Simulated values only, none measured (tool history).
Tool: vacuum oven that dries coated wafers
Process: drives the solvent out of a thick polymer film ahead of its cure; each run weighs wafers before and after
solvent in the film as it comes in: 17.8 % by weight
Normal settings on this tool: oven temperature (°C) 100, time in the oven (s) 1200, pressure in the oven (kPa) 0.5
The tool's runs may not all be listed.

run,hour,oven temperature (°C),time in the oven (s),pressure in the oven (kPa),solvent left in the film (%)
1,0,100,1200,0.5,2.95
2,63,100,1200,0.638,2.89
3,147.3,100,1200,0.638,2.96
4,202.5,100,1200,0.638,2.95
5,277.9,100,1800,0.638,1.47
6,388,100,1800,0.638,1.51
7,471.1,100,1800,0.638,1.45
8,524.2,112,1800,0.638,0.29
9,611.8,114,1200,0.5,0.35
10,691.4,114,1200,0.5,0.38
11,743.4,100,1200,1.307,3.04
12,843.8,100,1200,0.5,2.72
13,908.2,100,1200,0.5,2.78
14,1022.1,100,1200,0.5,2.66
15,1135.4,100,1200,1.35,2.98
# hour 1198.9: oven's thermocouples calibrated
# hour 1211.7: vacuum gauge cleaned of residue and calibrated
16,1240.2,100,1200,1.35,3.54
17,1358.4,100,660,0.301,6.19
18,1461.6,100,660,0.73,6.3
19,1575,100,720,0.73,5.82
20,1644.5,93,1320,0.5,5.13
21,1699.2,93,1320,0.5,5.07
22,1804.3,100,1200,0.975,3.36
23,1904.8,100,1200,0.975,3.23
24,1979.8,100,1200,0.975,3.28
25,2032.4,94,1260,0.272,4.83
26,2154.8,94,1260,0.272,4.78
27,2223.9,94,1260,0.272,4.76
28,2344.4,100,780,1.803,5.59
29,2439.4,89,1200,0.934,7.14
30,2496,92,1200,0.934,5.93
31,2576.5,101,840,0.934,4.43

Each row is a separate what-if for the run after 31, all from the same tool condition, not one after another. Results?
A,2644.2,100,1380,0.934,?
B,2644.2,90,600,0.457,?
C,2644.2,103,1380,0.652,?
D,2644.2,88,1860,1.057,?
E,2644.2,88,1200,0.934,?

run,solvent left in the film (%)
A,2.44
B,9.75
C,1.59
D,5.29
E,7.33
The same runs, with their run-to-run variation unchanged, on a tool lacking any hidden condition would have given:
run,solvent left in the film (%)
A,2.7
B,10.04
C,1.79
D,5.65
E,7.67

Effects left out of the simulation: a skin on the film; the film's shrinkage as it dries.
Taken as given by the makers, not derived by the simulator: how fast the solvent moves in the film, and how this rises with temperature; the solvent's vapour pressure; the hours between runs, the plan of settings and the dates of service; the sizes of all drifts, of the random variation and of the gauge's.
